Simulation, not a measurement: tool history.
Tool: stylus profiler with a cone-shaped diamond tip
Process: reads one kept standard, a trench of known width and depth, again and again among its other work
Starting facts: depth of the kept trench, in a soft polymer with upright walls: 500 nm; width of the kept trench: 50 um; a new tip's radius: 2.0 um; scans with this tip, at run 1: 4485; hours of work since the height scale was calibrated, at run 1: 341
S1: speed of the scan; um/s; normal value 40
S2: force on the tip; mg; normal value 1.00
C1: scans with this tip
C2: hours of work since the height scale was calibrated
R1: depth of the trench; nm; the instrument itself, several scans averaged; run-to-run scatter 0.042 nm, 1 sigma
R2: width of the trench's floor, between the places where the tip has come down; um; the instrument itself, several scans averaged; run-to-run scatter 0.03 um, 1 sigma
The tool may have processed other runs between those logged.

| run | hour | S1 | S2 | C1 | C2 | R1 | R2 |
|---|---|---|---|---|---|---|---|
| 1 | 0.0 | 40 | 1.00 | 4485 | 341 | 503.40 | 46.43 |
| 2 | 14.4 | 40 | 1.00 | 4580 | 348 | 503.39 | 46.39 |
| 3 | 30.8 | 40 | 1.00 | 4689 | 356 | 503.38 | 46.41 |
| 4 | 42.8 | 40 | 1.00 | 4768 | 362 | 503.34 | 46.39 |
| 5 | 55.8 | 40 | 1.00 | 4854 | 369 | 503.27 | 46.35 |
| 6 | 68.1 | 40 | 1.48 | 4936 | 375 | 504.37 | 46.42 |
| 7 | 84.6 | 10 | 1.00 | 5045 | 383 | 503.31 | 46.61 |
| 8 | 93.9 | 10 | 1.26 | 5107 | 388 | 503.94 | 46.63 |
| 9 | 106.2 | 16 | 1.26 | 5188 | 394 | 503.92 | 46.60 |
| 10 | 122.8 | 16 | 1.26 | 5298 | 402 | 503.90 | 46.59 |
| 11 | 134.3 | 30 | 1.00 | 5374 | 408 | 503.32 | 46.42 |
| 12 | 145.0 | 58 | 1.00 | 5446 | 413 | 503.25 | 46.08 |
|  | 146.9 | height scale calibrated on a step standard |
| 13 | 156.6 | 58 | 1.00 | 5519 | 5 | 503.30 | 46.17 |
| 14 | 171.7 | 58 | 1.00 | 5619 | 12 | 503.26 | 46.09 |
| 15 | 179.7 | 58 | 1.00 | 5672 | 17 | 503.22 | 46.10 |
| 16 | 192.2 | 40 | 1.00 | 5755 | 23 | 503.32 | 46.34 |
| 17 | 199.6 | 40 | 1.00 | 5803 | 26 | 503.29 | 46.21 |
| 18 | 213.2 | 40 | 1.00 | 5894 | 33 | 503.26 | 46.24 |
|  | 222.1 | height scale calibrated on a step standard, once more |
| 19 | 222.1 | 40 | 1.00 | 5949 | 0 | 503.43 | 46.25 |
| 20 | 237.3 | 40 | 1.00 | 6050 | 8 | 503.50 | 46.24 |
| 21 | 249.9 | 130 | 1.00 | 6133 | 14 | 503.46 | 45.40 |
| 22 | 260.2 | 130 | 1.00 | 6202 | 19 | 503.46 | 45.37 |
| 23 | 271.3 | 130 | 1.00 | 6275 | 25 | 503.40 | 45.32 |
| 24 | 284.4 | 130 | 1.00 | 6362 | 31 | 503.40 | 45.32 |
| 25 | 298.9 | 130 | 1.00 | 6458 | 39 | 503.51 | 45.37 |
| 26 | 308.2 | 44 | 2.14 | 6520 | 43 | 505.89 | 46.28 |
| 27 | 318.5 | 44 | 2.14 | 6588 | 48 | 505.71 | 46.25 |
| 28 | 330.3 | 119 | 0.46 | 6666 | 54 | 502.00 | 44.87 |
| 29 | 339.5 | 49 | 0.93 | 6727 | 59 | 503.34 | 46.06 |
| 30 | 356.4 | 44 | 2.92 | 6838 | 68 | 507.07 | 46.32 |
| 31 | 371.1 | 44 | 2.92 | 6936 | 75 | 507.09 | 46.32 |
| 32 | 379.6 | 44 | 2.92 | 6992 | 79 | 507.05 | 46.25 |
| 33 | 396.2 | 44 | 2.92 | 7103 | 88 | 507.00 | 46.23 |
| 34 | 412.1 | 40 | 0.83 | 7207 | 96 | 502.97 | 46.08 |
| 35 | 423.2 | 40 | 0.83 | 7281 | 101 | 503.03 | 46.07 |
| 36 | 434.3 | 12 | 0.34 | 7355 | 107 | 501.54 | 46.27 |
| 37 | 450.5 | 105 | 1.00 | 7462 | 115 | 503.39 | 45.46 |
| 38 | 467.7 | 105 | 1.00 | 7576 | 124 | 503.41 | 45.45 |
| 39 | 475.7 | 29 | 0.72 | 7629 | 127 | 502.66 | 46.15 |
| 40 | 488.3 | 29 | 0.39 | 7712 | 134 | 501.79 | 46.04 |
| 41 | 501.1 | 29 | 0.39 | 7797 | 140 | 501.75 | 46.02 |
| 42 | 517.0 | 41 | 2.29 | 7903 | 148 | 506.04 | 46.18 |
| 43 | 527.9 | 20 | 2.68 | 7974 | 154 | 506.71 | 46.28 |
| 44 | 535.2 | 149 | 1.81 | 8023 | 157 | 505.07 | 45.34 |
| 45 | 544.4 | 60 | 1.68 | 8084 | 162 | 504.88 | 45.93 |
| 46 | 558.0 | 120 | 2.82 | 8174 | 169 | 506.86 | 45.78 |

Branching from run 46: 4 alternative next runs. What would each branch give?
| A | 573.9 | 73 | 1.06 | 8279 | 177 | ? | ? |
| B | 573.9 | 75 | 2.60 | 8279 | 177 | ? | ? |
| C | 573.9 | 120 | 1.13 | 8279 | 177 | ? | ? |
| D | 573.9 | 148 | 1.74 | 8279 | 177 | ? | ? |

| run | R1 | R2 |
|---|---|---|
| A | 503.48 | 45.73 |
| B | 506.55 | 45.96 |
| C | 503.64 | 45.31 |
| D | 504.88 | 45.34 |
Take away the tool's hidden state, keep each run's random variation, and the runs would have read:
| run | R1 | R2 |
|---|---|---|
| A | 503.66 | 46.70 |
| B | 506.72 | 46.93 |
| C | 503.82 | 46.28 |
| D | 505.06 | 46.30 |

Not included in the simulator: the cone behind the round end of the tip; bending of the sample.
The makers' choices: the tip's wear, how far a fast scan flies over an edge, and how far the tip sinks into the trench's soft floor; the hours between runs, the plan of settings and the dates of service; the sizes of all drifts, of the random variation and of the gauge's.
